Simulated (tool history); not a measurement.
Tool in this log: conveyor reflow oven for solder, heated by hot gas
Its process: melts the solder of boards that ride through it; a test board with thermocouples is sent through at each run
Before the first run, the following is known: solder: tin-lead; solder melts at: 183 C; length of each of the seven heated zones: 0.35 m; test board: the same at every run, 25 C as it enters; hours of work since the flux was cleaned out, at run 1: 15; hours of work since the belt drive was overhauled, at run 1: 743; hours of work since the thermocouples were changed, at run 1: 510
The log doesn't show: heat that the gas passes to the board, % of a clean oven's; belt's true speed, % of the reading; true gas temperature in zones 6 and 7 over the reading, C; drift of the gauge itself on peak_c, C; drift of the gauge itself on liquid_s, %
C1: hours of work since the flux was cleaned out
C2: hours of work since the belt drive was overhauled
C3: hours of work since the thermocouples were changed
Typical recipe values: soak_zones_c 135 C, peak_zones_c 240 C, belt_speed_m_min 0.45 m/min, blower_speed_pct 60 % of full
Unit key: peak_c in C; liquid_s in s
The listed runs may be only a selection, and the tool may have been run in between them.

Run 1, day 0: usual settings; C1 15; C2 743; C3 510. Result: peak_c 221.9 C, liquid_s 73.3 s.
Run 2, day 0.971: usual settings; C1 29; C2 756; C3 523. Result: peak_c 222.7 C, liquid_s 72.5 s.
Run 3, day 2.771: usual settings; C1 55; C2 782; C3 549. Result: peak_c 221.8 C, liquid_s 73.6 s.
Run 4, day 3.733: usual settings; C1 68; C2 796; C3 563. Result: peak_c 221.3 C, liquid_s 73.2 s.
Run 5, day 5.442: usual settings; C1 93; C2 820; C3 587. Result: peak_c 221.7 C, liquid_s 73.1 s.
Run 6, day 6.842: usual settings but peak_zones_c 255 C; C1 112; C2 840; C3 607. Result: peak_c 234.3 C, liquid_s 82.8 s.
Run 7, day 8.712: usual settings but peak_zones_c 255 C; C1 139; C2 866; C3 633. Result: peak_c 235 C, liquid_s 82.7 s.
Run 8, day 10.238: usual settings but peak_zones_c 255 C; C1 161; C2 888; C3 655. Result: peak_c 234.4 C, liquid_s 83.4 s.
Run 9, day 11.238: usual settings but peak_zones_c 255 C; C1 175; C2 902; C3 669. Result: peak_c 234.8 C, liquid_s 83.7 s.
At day 12.983: belt drive overhauled, speed set with a stopwatch.
Run 10, day 13.392: usual settings but peak_zones_c 255 C; C1 203; C2 6; C3 697. Result: peak_c 234.5 C, liquid_s 81.9 s.
Run 11, day 15.15: usual settings but peak_zones_c 255 C; C1 228; C2 31; C3 722. Result: peak_c 233.9 C, liquid_s 82.3 s.
Run 12, day 16.854: usual settings but peak_zones_c 255 C; C1 252; C2 55; C3 746. Result: peak_c 233.8 C, liquid_s 81.9 s.
At day 17.533: flux residue cleaned out of gas plates and filters.
Run 13, day 18.538: usual settings but peak_zones_c 255 C; C1 14; C2 76; C3 767. Result: peak_c 235.4 C, liquid_s 83.2 s.
Run 14, day 19.404: usual settings but belt_speed_m_min 0.375 m/min; C1 27; C2 88; C3 779. Result: peak_c 229.2 C, liquid_s 95 s.
Run 15, day 21.246: usual settings but belt_speed_m_min 0.375 m/min; C1 53; C2 114; C3 806. Result: peak_c 228 C, liquid_s 95.1 s.
Run 16, day 22.433: usual settings but peak_zones_c 231 C, belt_speed_m_min 0.415 m/min, blower_speed_pct 64 % of full; C1 69; C2 131; C3 822. Result: peak_c 217.6 C, liquid_s 76.1 s.
Run 17, day 24.354: usual settings but soak_zones_c 126 C, peak_zones_c 232 C, belt_speed_m_min 0.388 m/min, blower_speed_pct 64 % of full; C1 97; C2 158; C3 850. Result: peak_c 220.1 C, liquid_s 78.9 s.
Run 18, day 26.362: usual settings but soak_zones_c 126 C, peak_zones_c 232 C, belt_speed_m_min 0.388 m/min, blower_speed_pct 64 % of full; C1 125; C2 187; C3 878. Result: peak_c 220.1 C, liquid_s 79.5 s.
Run 19, day 27.55: usual settings but soak_zones_c 129 C, peak_zones_c 254 C, belt_speed_m_min 0.427 m/min, blower_speed_pct 54 % of full; C1 142; C2 204; C3 895. Result: peak_c 234.3 C, liquid_s 84.6 s.
Run 20, day 28.804: usual settings but soak_zones_c 142 C, peak_zones_c 236 C; C1 160; C2 221; C3 913. Result: peak_c 220.6 C, liquid_s 74.4 s.
Run 21, day 30.921: usual settings but soak_zones_c 142 C, peak_zones_c 236 C; C1 190; C2 251; C3 943. Result: peak_c 220.2 C, liquid_s 73.8 s.
Run 22, day 32.458: usual settings but soak_zones_c 142 C, peak_zones_c 236 C; C1 212; C2 273; C3 964. Result: peak_c 220.1 C, liquid_s 74.5 s.
Run 23, day 34.471: usual settings but soak_zones_c 124 C, peak_zones_c 249 C, belt_speed_m_min 0.404 m/min; C1 240; C2 302; C3 993. Result: peak_c 232.4 C, liquid_s 86.5 s.
At day 36.079: flux residue cleaned out of gas plates and filters.
Run 24, day 36.8: usual settings but peak_zones_c 242 C, belt_speed_m_min 0.368 m/min, blower_speed_pct 62 % of full; C1 10; C2 332; C3 1023. Result: peak_c 232.6 C, liquid_s 99 s.
Run 25, day 38.667: usual settings but peak_zones_c 242 C, belt_speed_m_min 0.368 m/min, blower_speed_pct 62 % of full; C1 37; C2 358; C3 1050. Result: peak_c 232.1 C, liquid_s 99.6 s.
Run 26, day 39.854: usual settings but peak_zones_c 247 C; C1 54; C2 375; C3 1066. Result: peak_c 229.3 C, liquid_s 78.7 s.
Run 27, day 41.762: usual settings but peak_zones_c 247 C; C1 81; C2 402; C3 1093. Result: peak_c 229.7 C, liquid_s 79.7 s.
Run 28, day 43.788: usual settings but peak_zones_c 236 C, belt_speed_m_min 0.47 m/min; C1 109; C2 431; C3 1122. Result: peak_c 217.9 C, liquid_s 65.9 s.
At day 44.367: thermocouples of zones 6 and 7 changed.
Run 29, day 45.121: usual settings but soak_zones_c 143 C, peak_zones_c 234 C, belt_speed_m_min 0.386 m/min, blower_speed_pct 54 % of full; C1 127; C2 449; C3 11. Result: peak_c 219.9 C, liquid_s 88.4 s.
Run 30, day 46.971: usual settings but soak_zones_c 122 C, peak_zones_c 245 C, belt_speed_m_min 0.529 m/min, blower_speed_pct 54 % of full; C1 153; C2 475; C3 37. Result: peak_c 212.1 C, liquid_s 47.7 s.

Consider 5 possible next runs. They are alternatives, not a sequence: every one starts from the tool as it was left by run 30. What does each give?
Run A, day 47.992: usual settings but soak_zones_c 134 C, peak_zones_c 231 C, belt_speed_m_min 0.428 m/min, blower_speed_pct 54 % of full; C1 168; C2 489; C3 51. Result: peak_c ?, liquid_s ?.
Run B, day 47.992: usual settings but peak_zones_c 254 C, blower_speed_pct 74 % of full; C1 168; C2 489; C3 51. Result: peak_c ?, liquid_s ?.
Run C, day 47.992: usual settings but soak_zones_c 144 C, peak_zones_c 245 C, belt_speed_m_min 0.528 m/min, blower_speed_pct 55 % of full; C1 168; C2 489; C3 51. Result: peak_c ?, liquid_s ?.
Run D, day 47.992: usual settings but blower_speed_pct 82 % of full; C1 168; C2 489; C3 51. Result: peak_c ?, liquid_s ?.
Run E, day 47.992: usual settings but peak_zones_c 249 C, blower_speed_pct 82 % of full; C1 168; C2 489; C3 51. Result: peak_c ?, liquid_s ?.

run  peak_c  liquid_s
  A     212      65.4
  B   235.5      82.7
  C   218.5        61
  D   223.2      74.9
  E   231.2      80.7
Take away the tool's hidden state, keep each run's random variation, and the runs would have read:
run  peak_c  liquid_s
  A   212.3      65.5
  B     236      82.4
  C     219        61
  D   223.7      74.9
  E   231.7      80.4

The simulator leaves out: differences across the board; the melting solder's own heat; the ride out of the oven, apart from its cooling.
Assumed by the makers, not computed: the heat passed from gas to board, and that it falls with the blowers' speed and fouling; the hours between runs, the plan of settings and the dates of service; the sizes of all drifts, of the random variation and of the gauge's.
